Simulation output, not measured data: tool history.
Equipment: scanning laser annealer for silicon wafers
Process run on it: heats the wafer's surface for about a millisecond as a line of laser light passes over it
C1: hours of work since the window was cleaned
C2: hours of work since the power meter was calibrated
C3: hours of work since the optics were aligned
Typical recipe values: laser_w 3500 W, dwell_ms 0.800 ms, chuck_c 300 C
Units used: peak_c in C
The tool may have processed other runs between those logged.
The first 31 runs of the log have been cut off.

Run 32, hour 816.6: usual settings but laser_w 3446 W, dwell_ms 0.816 ms, chuck_c 299 C; C1 107; C2 1214; C3 716. Result: peak_c 977 C.
Run 33, hour 844.6: usual settings but laser_w 3680 W, dwell_ms 0.940 ms; C1 128; C2 1235; C3 737. Result: peak_c 1085 C.
Run 34, hour 860.5: usual settings but laser_w 3821 W, dwell_ms 0.989 ms; C1 140; C2 1247; C3 748. Result: peak_c 1140 C.
Run 35, hour 880.0: usual settings but laser_w 3578 W, dwell_ms 0.759 ms, chuck_c 275 C; C1 154; C2 1261; C3 763. Result: peak_c 961 C.
Run 36, hour 906.6: usual settings but laser_w 3318 W, dwell_ms 0.759 ms, chuck_c 275 C; C1 174; C2 1281; C3 783. Result: peak_c 896 C.
Run 37, hour 925.8: usual settings but laser_w 3318 W, dwell_ms 0.759 ms, chuck_c 275 C; C1 189; C2 1295; C3 797. Result: peak_c 899 C.
Run 38, hour 960.7: usual settings but laser_w 3839 W, chuck_c 273 C; C1 215; C2 1321; C3 823. Result: peak_c 1036 C.
Run 39, hour 983.2: usual settings but laser_w 3569 W, dwell_ms 0.881 ms, chuck_c 265 C; C1 231; C2 1338; C3 840. Result: peak_c 991 C.
Run 40, hour 1012.5: usual settings but laser_w 3569 W, dwell_ms 0.881 ms, chuck_c 265 C; C1 253; C2 1360; C3 862. Result: peak_c 990 C.

Consider 3 possible next runs. They are alternatives, not a sequence: every one starts from the tool as it was left by run 40. What does each give?
Run A, hour 1032.2: usual settings but laser_w 3497 W, dwell_ms 0.927 ms, chuck_c 305 C; C1 268; C2 1375; C3 876. Result: peak_c ?.
Run B, hour 1032.2: usual settings but laser_w 3569 W, dwell_ms 0.607 ms, chuck_c 294 C; C1 268; C2 1375; C3 876. Result: peak_c ?.
Run C, hour 1032.2: usual settings but laser_w 3498 W, dwell_ms 0.986 ms, chuck_c 317 C; C1 268; C2 1375; C3 876. Result: peak_c ?.

run  peak_c
  A    1028
  B     906
  C    1057
Without the tool's unlogged condition, the same runs would have read:
run  peak_c
  A    1060
  B     933
  C    1089
